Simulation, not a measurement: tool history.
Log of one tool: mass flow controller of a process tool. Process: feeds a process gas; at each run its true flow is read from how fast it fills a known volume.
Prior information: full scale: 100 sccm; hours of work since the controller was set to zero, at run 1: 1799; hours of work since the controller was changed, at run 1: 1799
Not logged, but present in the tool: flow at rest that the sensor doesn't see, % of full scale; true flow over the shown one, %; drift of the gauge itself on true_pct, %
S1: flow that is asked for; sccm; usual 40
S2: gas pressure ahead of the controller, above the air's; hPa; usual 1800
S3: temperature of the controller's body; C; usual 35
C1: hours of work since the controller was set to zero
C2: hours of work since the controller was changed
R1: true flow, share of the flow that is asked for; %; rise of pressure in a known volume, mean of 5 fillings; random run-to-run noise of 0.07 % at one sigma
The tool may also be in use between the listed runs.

run 1 hour=0.0 | S1=40 S2=1800 S3=35 | C1=1799 C2=1799 | R1=98.72
run 2 hour=168.3 | S1=40 S2=1800 S3=40 | C1=1909 C2=1909 | R1=98.61
run 3 hour=300.8 | S1=40 S2=1800 S3=40 | C1=1995 C2=1995 | R1=98.61
run 4 hour=417.0 | S1=40 S2=1800 S3=35 | C1=2070 C2=2070 | R1=98.86
run 5 hour=529.1 | S1=40 S2=1800 S3=35 | C1=2143 C2=2143 | R1=98.90
run 6 hour=611.6 | S1=40 S2=1800 S3=35 | C1=2197 C2=2197 | R1=99.00
run 7 hour=762.1 | S1=40 S2=1800 S3=35 | C1=2294 C2=2294 | R1=98.85
run 8 hour=863.4 | S1=40 S2=1800 S3=35 | C1=2360 C2=2360 | R1=99.09
run 9 hour=1030.5 | S1=40 S2=1800 S3=35 | C1=2469 C2=2469 | R1=99.09
run 10 hour=1132.9 | S1=40 S2=1800 S3=35 | C1=2535 C2=2535 | R1=99.16
run 11 hour=1289.2 | S1=40 S2=1800 S3=35 | C1=2637 C2=2637 | R1=99.25
run 12 hour=1427.9 | S1=53 S2=1800 S3=35 | C1=2727 C2=2727 | R1=99.38
run 13 hour=1513.1 | S1=36 S2=1800 S3=35 | C1=2782 C2=2782 | R1=99.11
run 14 hour=1606.0 | S1=19 S2=2310 S3=35 | C1=2843 C2=2843 | R1=98.74
run 15 hour=1702.2 | S1=32 S2=2090 S3=33 | C1=2905 C2=2905 | R1=99.11
run 16 hour=1881.4 | S1=36 S2=2090 S3=35 | C1=3022 C2=3022 | R1=99.16
run 17 hour=1993.4 | S1=36 S2=2090 S3=35 | C1=3095 C2=3095 | R1=99.40
run 18 hour=2136.2 | S1=22 S2=1890 S3=35 | C1=3187 C2=3187 | R1=99.14
run 19 hour=2319.6 | S1=22 S2=1810 S3=31 | C1=3306 C2=3306 | R1=99.32

Measured minus without-hidden-state, run by run (identical run-to-run variation in each term; gauge scatter may differ):
run=1 R1=-0.01
run=2 R1=+0.05
run=3 R1=+0.10
run=4 R1=+0.14
run=5 R1=+0.18
run=6 R1=+0.21
run=7 R1=+0.26
run=8 R1=+0.30
run=9 R1=+0.36
run=10 R1=+0.39
run=11 R1=+0.45
run=12 R1=+0.50
run=13 R1=+0.53
run=14 R1=+0.55
run=15 R1=+0.60
run=16 R1=+0.66
run=17 R1=+0.70
run=18 R1=+0.74
run=19 R1=+0.81

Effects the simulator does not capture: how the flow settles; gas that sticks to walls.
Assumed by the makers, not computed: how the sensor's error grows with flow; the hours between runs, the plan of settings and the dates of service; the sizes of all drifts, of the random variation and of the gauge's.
